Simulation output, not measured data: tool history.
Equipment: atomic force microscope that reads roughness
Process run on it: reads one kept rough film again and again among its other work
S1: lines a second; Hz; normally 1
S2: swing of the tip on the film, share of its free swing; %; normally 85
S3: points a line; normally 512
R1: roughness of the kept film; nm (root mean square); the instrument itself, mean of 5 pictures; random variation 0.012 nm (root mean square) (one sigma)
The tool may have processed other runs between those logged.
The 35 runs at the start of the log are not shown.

-- hour=1967.7 new tip fitted
run 36 hour=1969.3 | S1=0.68 S2=85 S3=580 | R1=2.781
run 37 hour=2042.9 | S1=1 S2=85 S3=708 | R1=2.23
-- hour=2066.7 height scale calibrated on a step standard, once more
-- hour=2095.8 new tip fitted
run 38 hour=2095.8 | S1=0.5 S2=85 S3=682 | R1=2.906
run 39 hour=2151.1 | S1=0.55 S2=67 S3=381 | R1=2.585
run 40 hour=2182.8 | S1=1 S2=85 S3=297 | R1=2.182
-- hour=2221.2 new tip fitted
run 41 hour=2237.9 | S1=1 S2=85 S3=723 | R1=2.647
run 42 hour=2313 | S1=1 S2=59 S3=512 | R1=2.386
-- hour=2347.4 new tip fitted
run 43 hour=2363.6 | S1=1.38 S2=90 S3=512 | R1=2.428
run 44 hour=2400.3 | S1=2.02 S2=85 S3=401 | R1=2.137

Predict the results of run 45:
run 45 hour=2450.4 | S1=1 S2=89 S3=584 | R1=?

Run 45 produced R1 2.052 nm (root mean square).
If the tool had no hidden condition, the same run with the same run-to-run variation would have returned R1 2.732 nm (root mean square).
